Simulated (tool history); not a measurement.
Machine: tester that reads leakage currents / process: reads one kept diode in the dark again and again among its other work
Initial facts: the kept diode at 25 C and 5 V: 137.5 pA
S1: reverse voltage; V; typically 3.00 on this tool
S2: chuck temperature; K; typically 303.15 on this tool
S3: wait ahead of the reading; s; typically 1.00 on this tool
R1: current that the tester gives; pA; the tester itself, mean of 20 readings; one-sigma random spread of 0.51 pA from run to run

run,hour,S1,S2,S3,R1
1,0.0,3.00,303.15,1.00,172.34
2,210.9,3.00,303.15,1.00,169.50
3,358.8,3.00,303.15,1.00,169.34
# hour 546.8: probe card cleaned and baked
4,570.0,3.00,303.15,1.00,164.14
5,727.2,9.42,303.15,1.00,286.40
6,845.2,3.00,303.15,0.91,162.44
7,955.9,3.00,303.15,0.91,161.91
8,1080.3,3.00,299.15,1.00,112.86
9,1267.5,3.00,299.15,1.00,112.52
10,1363.0,3.00,299.15,1.00,112.26
11,1541.2,3.00,303.15,0.86,158.19
12,1658.6,3.00,313.15,0.86,373.76
13,1753.5,3.00,313.15,0.86,369.00
14,1886.1,4.45,303.15,1.00,193.26
15,2052.6,4.45,303.15,1.00,191.50
16,2175.7,4.45,303.15,1.00,189.66
17,2271.1,6.82,303.15,1.00,236.07
18,2477.5,3.00,303.15,1.00,154.37
19,2675.1,3.00,303.15,1.00,153.91
20,2848.3,1.02,303.15,1.00,89.51
21,2972.0,1.02,303.15,1.00,89.37
22,3111.7,1.13,316.15,0.46,281.93
23,3316.0,1.13,316.15,0.46,281.01
24,3503.3,17.81,307.15,3.76,522.17
# hour 3593.6: chuck's temperature calibrated
25,3666.8,5.71,306.15,0.69,254.18
26,3837.8,13.31,314.15,0.92,753.38
27,3990.3,13.31,314.15,0.92,747.42
28,4134.4,3.00,303.15,4.71,140.14
29,4246.9,3.00,301.15,9.08,117.18
30,4453.4,4.77,304.15,0.64,191.88
# hour 4501.5: chuck's temperature calibrated, once more
# hour 4621.2: probe card cleaned and baked
31,4662.6,9.11,318.15,2.21,1035.13
32,4799.8,9.11,318.15,2.21,1033.75
33,4921.1,11.36,304.15,2.69,352.95
34,5123.7,8.47,304.15,2.69,306.66
35,5221.4,4.30,309.15,1.14,335.11
36,5344.2,3.00,303.15,0.43,167.36
37,5452.0,3.00,303.15,0.43,166.94
38,5667.3,8.61,310.15,9.38,506.97
39,5778.1,3.00,321.15,7.56,738.00

Predict each of these 3 candidate next runs independently; none follows another, all start after run 39:
A,5896.1,5.90,303.15,1.00,?
B,5896.1,3.00,303.15,0.61,?
C,5896.1,3.00,328.15,1.28,?

run,R1
A,230.17
B,165.07
C,1265.16
With the hidden condition removed and each run's random variation left untouched, the same runs would have given:
run,R1
A,233.74
B,168.38
C,1294.06

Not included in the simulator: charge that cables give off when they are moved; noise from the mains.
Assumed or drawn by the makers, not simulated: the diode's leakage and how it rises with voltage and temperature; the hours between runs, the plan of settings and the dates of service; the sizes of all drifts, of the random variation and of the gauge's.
